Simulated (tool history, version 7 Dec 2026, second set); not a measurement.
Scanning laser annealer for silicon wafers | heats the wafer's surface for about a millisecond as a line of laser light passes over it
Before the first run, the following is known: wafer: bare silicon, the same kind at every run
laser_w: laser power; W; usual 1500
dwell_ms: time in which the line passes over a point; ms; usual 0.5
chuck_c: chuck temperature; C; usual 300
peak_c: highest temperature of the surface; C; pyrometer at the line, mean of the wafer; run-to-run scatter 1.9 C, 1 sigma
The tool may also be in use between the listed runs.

{"run": 1, "day": 0.0, "laser_w": 1500, "dwell_ms": 0.5, "chuck_c": 300, "peak_c": 1100}
{"run": 2, "day": 2.496, "laser_w": 1500, "dwell_ms": 0.5, "chuck_c": 300, "peak_c": 1098}
{"run": 3, "day": 3.958, "laser_w": 1500, "dwell_ms": 0.5, "chuck_c": 300, "peak_c": 1097}
{"run": 4, "day": 6.4, "laser_w": 1500, "dwell_ms": 0.5, "chuck_c": 300, "peak_c": 1098}
{"run": 5, "day": 8.942, "laser_w": 1500, "dwell_ms": 0.5, "chuck_c": 300, "peak_c": 1096}
{"run": 6, "day": 10.875, "laser_w": 1500, "dwell_ms": 0.5, "chuck_c": 300, "peak_c": 1092}
{"run": 7, "day": 12.912, "laser_w": 1500, "dwell_ms": 0.5, "chuck_c": 300, "peak_c": 1093}
{"run": 8, "day": 15.892, "laser_w": 1500, "dwell_ms": 0.5, "chuck_c": 300, "peak_c": 1089}
{"run": 9, "day": 18.688, "laser_w": 1500, "dwell_ms": 0.5, "chuck_c": 300, "peak_c": 1096}
{"run": 10, "day": 21.488, "laser_w": 1500, "dwell_ms": 0.5, "chuck_c": 300, "peak_c": 1086}
{"run": 11, "day": 24.162, "laser_w": 1500, "dwell_ms": 0.5, "chuck_c": 300, "peak_c": 1087}
{"run": 12, "day": 25.442, "laser_w": 1500, "dwell_ms": 0.5, "chuck_c": 300, "peak_c": 1086}
{"run": 13, "day": 27.712, "laser_w": 1642, "dwell_ms": 0.5, "chuck_c": 300, "peak_c": 1154}
{"run": 14, "day": 30.55, "laser_w": 1500, "dwell_ms": 0.5, "chuck_c": 300, "peak_c": 1084}
{"run": 15, "day": 32.875, "laser_w": 1500, "dwell_ms": 0.5, "chuck_c": 300, "peak_c": 1082}
{"run": 16, "day": 35.5, "laser_w": 1500, "dwell_ms": 0.5, "chuck_c": 300, "peak_c": 1082}
{"run": 17, "day": 37.279, "laser_w": 1393, "dwell_ms": 0.423, "chuck_c": 330, "peak_c": 993}
{"run": 18, "day": 39.833, "laser_w": 1323, "dwell_ms": 0.358, "chuck_c": 284, "peak_c": 855}
{"run": 19, "day": 41.525, "laser_w": 1611, "dwell_ms": 0.49, "chuck_c": 317, "peak_c": 1139}
{"run": 20, "day": 44.321, "laser_w": 1593, "dwell_ms": 0.398, "chuck_c": 316, "peak_c": 1040}
{"run": 21, "day": 47.017, "laser_w": 1499, "dwell_ms": 0.405, "chuck_c": 319, "peak_c": 1004}
{"run": 22, "day": 49.212, "laser_w": 1421, "dwell_ms": 0.373, "chuck_c": 327, "peak_c": 952}
{"run": 23, "day": 51.308, "laser_w": 1325, "dwell_ms": 0.403, "chuck_c": 300, "peak_c": 911}
{"run": 24, "day": 53.554, "laser_w": 1325, "dwell_ms": 0.403, "chuck_c": 300, "peak_c": 908}
{"run": 25, "day": 55.754, "laser_w": 1502, "dwell_ms": 0.513, "chuck_c": 327, "peak_c": 1106}
{"run": 26, "day": 58.05, "laser_w": 1347, "dwell_ms": 0.401, "chuck_c": 304, "peak_c": 917}
{"run": 27, "day": 60.129, "laser_w": 1347, "dwell_ms": 0.401, "chuck_c": 304, "peak_c": 917}
{"run": 28, "day": 62.95, "laser_w": 1355, "dwell_ms": 0.352, "chuck_c": 307, "peak_c": 879}
{"run": 29, "day": 64.542, "laser_w": 1355, "dwell_ms": 0.352, "chuck_c": 307, "peak_c": 878}
{"run": 30, "day": 66.217, "laser_w": 1549, "dwell_ms": 0.393, "chuck_c": 332, "peak_c": 1018}
{"day": 66.912, "done": "window over the wafer cleaned"}
{"run": 31, "day": 68.462, "laser_w": 1549, "dwell_ms": 0.393, "chuck_c": 332, "peak_c": 1051}
{"run": 32, "day": 69.988, "laser_w": 1582, "dwell_ms": 0.441, "chuck_c": 332, "peak_c": 1116}

5 ways to go on from here, each from the tool as it stands after run 32. What would each give?
{"day": 71.929, "done": "optics aligned, line set to its width"}
{"run": "A", "day": 72.471, "laser_w": 1500, "dwell_ms": 0.602, "chuck_c": 275, "peak_c": "?"}
{"day": 71.929, "done": "optics aligned, line set to its width"}
{"run": "B", "day": 72.471, "laser_w": 1425, "dwell_ms": 0.37, "chuck_c": 293, "peak_c": "?"}
{"day": 71.929, "done": "optics aligned, line set to its width"}
{"run": "C", "day": 72.471, "laser_w": 1500, "dwell_ms": 0.5, "chuck_c": 267, "peak_c": "?"}
{"day": 71.929, "done": "optics aligned, line set to its width"}
{"run": "D", "day": 72.471, "laser_w": 1538, "dwell_ms": 0.528, "chuck_c": 261, "peak_c": "?"}
{"day": 71.929, "done": "optics aligned, line set to its width"}
{"run": "E", "day": 72.471, "laser_w": 1496, "dwell_ms": 0.391, "chuck_c": 321, "peak_c": "?"}

run=A peak_c=1174
run=B peak_c=944
run=C peak_c=1078
run=D peak_c=1113
run=E peak_c=1027
Take away the tool's hidden state, keep each run's random variation, and the runs would have read:
run=A peak_c=1186
run=B peak_c=952
run=C peak_c=1088
run=D peak_c=1124
run=E peak_c=1036
